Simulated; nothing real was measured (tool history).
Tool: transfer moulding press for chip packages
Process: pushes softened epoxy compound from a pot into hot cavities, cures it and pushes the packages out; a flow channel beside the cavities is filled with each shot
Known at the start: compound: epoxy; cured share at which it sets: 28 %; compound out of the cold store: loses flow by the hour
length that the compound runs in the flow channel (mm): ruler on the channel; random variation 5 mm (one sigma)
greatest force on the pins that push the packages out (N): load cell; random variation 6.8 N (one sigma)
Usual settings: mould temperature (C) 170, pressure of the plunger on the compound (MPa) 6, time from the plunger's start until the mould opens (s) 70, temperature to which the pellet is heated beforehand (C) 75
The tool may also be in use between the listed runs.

run,day,mould temperature (C),pressure of the plunger on the compound (MPa),time from the plunger's start until the mould opens (s),temperature to which the pellet is heated beforehand (C),incoming compound's hours out of the cold store,length that the compound runs in the flow channel (mm),greatest force on the pins that push the packages out (N)
1,0,170,6,70,75,39,733,285
# day 0.129: cavities cleaned with cleaning compound and waxed
2,0.5,170,6,70,75,14.3,820,282
3,0.925,170,6,70,75,36.9,734,278
4,1.538,170,6,93,75,38.1,727,252
# day 2.112: cavities cleaned with cleaning compound and waxed
5,2.317,170,6,70,75,20,794,276
6,2.704,170,6,70,75,29.6,759,273
7,3.292,170,6,70,75,11.1,843,288
8,3.675,170,6,70,75,16.1,810,293
# day 4.083: cavities cleaned with cleaning compound and waxed
9,4.425,170,6,70,75,22.7,786,290
10,5.204,170,6,70,75,18.4,809,278
11,5.8,170,6,70,75,20.3,796,277
# day 6.108: plunger's sealing rings changed
# day 6.171: cavities cleaned with cleaning compound and waxed
12,6.662,170,6,70,75,38.9,725,270
13,7.2,170,6,70,75,25.6,771,276
14,7.6,170,5.88,70,75,22.1,777,278
15,7.958,176,5.21,70,85,42.6,636,250
# day 8.146: cavities cleaned with cleaning compound and waxed
16,8.738,170,4.57,81,70,19.9,704,262
17,9.204,170,4.57,81,70,15.8,722,261
18,9.704,170,4.57,81,70,23.8,688,262
19,10.025,168,4.57,80,82,35.2,644,272
# day 10.129: cavities cleaned with cleaning compound and waxed
20,10.488,168,4.57,80,82,39.2,629,266
21,10.988,170,6,70,79,22.7,782,288
22,11.529,170,6,91,83,45.9,708,256
# day 12.133: cavities cleaned with cleaning compound and waxed
23,12.379,168,5.01,81,81,19.7,734,268
24,12.733,167,5.09,93,83,33.8,694,255
25,13.35,169,6,99,83,36.4,733,260
26,13.95,177,5.56,96,84,19.1,741,256
# day 14.112: cavities cleaned with cleaning compound and waxed
27,14.712,165,5.17,70,84,33.6,704,342
28,15.421,165,5.17,70,84,30.1,725,347

Forecast each of these 4 alternatives for the next run:
A,15.942,165,5.17,56,66,12,?,?
B,15.942,166,4.76,74,75,19.4,?,?
C,15.942,170,4.8,70,75,41.5,?,?
D,15.942,170,7.32,70,77,12.8,?,?

run,length that the compound runs in the flow channel (mm),greatest force on the pins that push the packages out (N)
A,791,576
B,729,316
C,634,284
D,919,274
Without the tool's hidden state the same runs would have given:
run,length that the compound runs in the flow channel (mm),greatest force on the pins that push the packages out (N)
A,792,569
B,729,312
C,635,281
D,920,271
